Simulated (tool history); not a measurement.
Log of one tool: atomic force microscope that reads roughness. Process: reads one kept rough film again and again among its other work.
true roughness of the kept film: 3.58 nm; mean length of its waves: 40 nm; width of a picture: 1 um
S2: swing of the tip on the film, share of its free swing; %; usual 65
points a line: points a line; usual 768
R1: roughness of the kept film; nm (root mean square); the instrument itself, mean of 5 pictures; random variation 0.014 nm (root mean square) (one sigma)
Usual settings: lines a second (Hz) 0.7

Run 1, hour 0: usual settings. Result: R1 2.802 nm (root mean square).
Run 2, hour 65.2: usual settings. Result: R1 2.669 nm (root mean square).
At hour 78.4: new tip fitted.
Run 3, hour 137.8: usual settings. Result: R1 3.025 nm (root mean square).
Run 4, hour 186.8: usual settings. Result: R1 2.932 nm (root mean square).
Run 5, hour 234.7: usual settings. Result: R1 2.802 nm (root mean square).
Run 6, hour 306: usual settings. Result: R1 2.655 nm (root mean square).
At hour 332.5: new tip fitted.
Run 7, hour 382: usual settings. Result: R1 3.039 nm (root mean square).
Run 8, hour 452.6: usual settings. Result: R1 2.845 nm (root mean square).
Run 9, hour 513.3: usual settings. Result: R1 2.728 nm (root mean square).
Run 10, hour 576.7: usual settings. Result: R1 2.595 nm (root mean square).
At hour 588.5: new tip fitted.
Run 11, hour 652.5: usual settings. Result: R1 3.017 nm (root mean square).
Run 12, hour 723.5: usual settings but lines a second (Hz) 0.924. Result: R1 2.849 nm (root mean square).
Run 13, hour 770.8: usual settings but lines a second (Hz) 0.567, S2 74 %. Result: R1 2.724 nm (root mean square).
Run 14, hour 814.1: usual settings but S2 87 %. Result: R1 2.555 nm (root mean square).
At hour 842.9: new tip fitted.
Run 15, hour 879.8: usual settings but lines a second (Hz) 0.605, points a line 341. Result: R1 3.039 nm (root mean square).
Run 16, hour 917.2: usual settings but lines a second (Hz) 0.605, points a line 341. Result: R1 2.961 nm (root mean square).
Run 17, hour 964.3: usual settings but points a line 709. Result: R1 2.876 nm (root mean square).
Run 18, hour 1016.7: usual settings but points a line 709. Result: R1 2.737 nm (root mean square).
Run 19, hour 1072.8: usual settings but lines a second (Hz) 2.016, points a line 545. Result: R1 2.574 nm (root mean square).
At hour 1095.9: new tip fitted.
Run 20, hour 1124.2: usual settings but lines a second (Hz) 1.464, S2 88 %, points a line 324. Result: R1 2.742 nm (root mean square).
Run 21, hour 1168.4: usual settings but lines a second (Hz) 1.69, S2 82 %, points a line 517. Result: R1 2.702 nm (root mean square).
Run 22, hour 1217.6: usual settings but lines a second (Hz) 1.05, S2 56 %, points a line 517. Result: R1 2.864 nm (root mean square).
Run 23, hour 1275.2: usual settings but lines a second (Hz) 1.597, points a line 512. Result: R1 2.665 nm (root mean square).
Run 24, hour 1318.6: usual settings but lines a second (Hz) 1.597, points a line 512. Result: R1 2.58 nm (root mean square).

Forecast each of these 4 alternatives for the next run:
At hour 1348.1: new tip fitted.
Run A, hour 1352.5: usual settings but lines a second (Hz) 0.774, S2 72 %, points a line 313. Result: R1 ?.
At hour 1348.1: new tip fitted.
Run B, hour 1352.5: usual settings but lines a second (Hz) 0.948, S2 74 %. Result: R1 ?.
At hour 1348.1: new tip fitted.
Run C, hour 1352.5: usual settings but lines a second (Hz) 1.597, S2 76 %, points a line 512. Result: R1 ?.
At hour 1348.1: new tip fitted.
Run D, hour 1352.5: usual settings but lines a second (Hz) 3.012, points a line 370. Result: R1 ?.

run     R1
  A  3.092
  B  3.074
  C  2.954
  D  2.964
Without the tool's hidden state the same runs would have given:
run     R1
  A  3.178
  B   3.16
  C  3.036
  D  3.047
